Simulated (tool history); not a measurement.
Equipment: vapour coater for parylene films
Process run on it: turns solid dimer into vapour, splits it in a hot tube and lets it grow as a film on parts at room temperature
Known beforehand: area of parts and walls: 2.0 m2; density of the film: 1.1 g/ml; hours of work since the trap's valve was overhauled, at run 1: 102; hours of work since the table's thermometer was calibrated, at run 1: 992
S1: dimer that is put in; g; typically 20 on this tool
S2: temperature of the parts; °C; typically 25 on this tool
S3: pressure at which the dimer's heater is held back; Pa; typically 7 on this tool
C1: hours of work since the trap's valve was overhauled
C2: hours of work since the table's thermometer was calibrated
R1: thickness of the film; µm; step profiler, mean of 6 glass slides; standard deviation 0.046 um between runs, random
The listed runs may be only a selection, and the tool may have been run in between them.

| run | hour | S1 | S2 | S3 | C1 | C2 | R1 |
|---|---|---|---|---|---|---|---|
| 1 | 0 | 20 | 25 | 7 | 102 | 992 | 4.7 |
| 2 | 22.7 | 20 | 25 | 8.76 | 122 | 1012 | 4.48 |
| 3 | 51.2 | 20 | 25 | 8.76 | 147 | 1038 | 4.39 |
| 4 | 71 | 20 | 25 | 8.76 | 165 | 1055 | 4.32 |
| 5 | 90.6 | 20 | 25 | 8.76 | 182 | 1073 | 4.26 |
| 6 | 132.2 | 20 | 25 | 7 | 220 | 1110 | 4.29 |
|  | 161.9 | trap's valve overhauled |
| 7 | 167.3 | 20 | 25 | 7 | 5 | 1138 | 4.9 |
| 8 | 212.6 | 20 | 25 | 7 | 45 | 1178 | 4.9 |
| 9 | 234.4 | 20 | 25 | 7 | 65 | 1198 | 4.68 |
| 10 | 272.3 | 20 | 25 | 7 | 99 | 1232 | 4.69 |
| 11 | 314.4 | 20 | 25 | 7 | 136 | 1269 | 4.59 |
| 12 | 334.5 | 14 | 25 | 7 | 154 | 1287 | 3.2 |
| 13 | 372.2 | 14 | 25 | 7 | 188 | 1321 | 3.07 |
| 14 | 406.7 | 20 | 25 | 8.84 | 219 | 1352 | 4.24 |
|  | 440.1 | trap's valve overhauled |
| 15 | 447.3 | 20 | 25 | 7 | 6 | 1384 | 4.97 |
| 16 | 486.4 | 20 | 25 | 7 | 41 | 1419 | 4.83 |
| 17 | 508 | 20 | 25 | 2.51 | 61 | 1439 | 5.73 |
| 18 | 538.6 | 14 | 32 | 7 | 88 | 1466 | 2.35 |
| 19 | 579.6 | 14 | 32 | 7 | 125 | 1502 | 2.32 |
| 20 | 620 | 30 | 25 | 7 | 161 | 1539 | 6.64 |
| 21 | 645.5 | 21 | 31 | 4.63 | 183 | 1561 | 3.8 |
| 22 | 692.1 | 21 | 31 | 4.63 | 225 | 1603 | 3.76 |
|  | 719.2 | trap's valve overhauled |
| 23 | 720.7 | 20 | 17 | 7 | 1 | 1625 | 7.11 |
|  | 724.9 | table's thermometer calibrated |
| 24 | 750.2 | 24 | 28 | 4.13 | 27 | 23 | 5.95 |
| 25 | 787.9 | 24 | 28 | 4.13 | 60 | 56 | 5.71 |
| 26 | 813.6 | 20 | 24 | 7 | 83 | 79 | 5.26 |
| 27 | 856.8 | 20 | 24 | 7 | 122 | 118 | 5.01 |
| 28 | 878.2 | 36 | 33 | 7 | 141 | 137 | 5.93 |
| 29 | 915.3 | 36 | 33 | 7 | 174 | 170 | 5.94 |
| 30 | 942.9 | 17 | 29 | 8.64 | 199 | 195 | 3.14 |
| 31 | 989.1 | 30 | 18 | 3.14 | 240 | 236 | 10.82 |
|  | 997.2 | trap's valve overhauled |
| 32 | 1026.9 | 20 | 26 | 3.88 | 27 | 266 | 5.39 |
| 33 | 1067.9 | 36 | 20 | 6.51 | 63 | 303 | 11.37 |

What would each run have given without the hidden state, its run-to-run variation left as it was?
The tool's hidden condition here consists of: vapour lost through the trap's worn valve, %; true temperature of the parts over the reading, C; drift of the gauge itself on film_um, %.
| run | R1 |
|---|---|
| 1 | 5.19 |
| 2 | 5.02 |
| 3 | 4.99 |
| 4 | 4.97 |
| 5 | 4.96 |
| 6 | 5.11 |
| 7 | 5.11 |
| 8 | 5.24 |
| 9 | 5.06 |
| 10 | 5.16 |
| 11 | 5.16 |
| 12 | 3.64 |
| 13 | 3.57 |
| 14 | 5 |
| 15 | 5.24 |
| 16 | 5.18 |
| 17 | 6.22 |
| 18 | 2.59 |
| 19 | 2.6 |
| 20 | 7.62 |
| 21 | 4.41 |
| 22 | 4.47 |
| 23 | 7.52 |
| 24 | 6.01 |
| 25 | 5.88 |
| 26 | 5.48 |
| 27 | 5.35 |
| 28 | 6.4 |
| 29 | 6.55 |
| 30 | 3.5 |
| 31 | 12.38 |
| 32 | 5.48 |
| 33 | 11.81 |

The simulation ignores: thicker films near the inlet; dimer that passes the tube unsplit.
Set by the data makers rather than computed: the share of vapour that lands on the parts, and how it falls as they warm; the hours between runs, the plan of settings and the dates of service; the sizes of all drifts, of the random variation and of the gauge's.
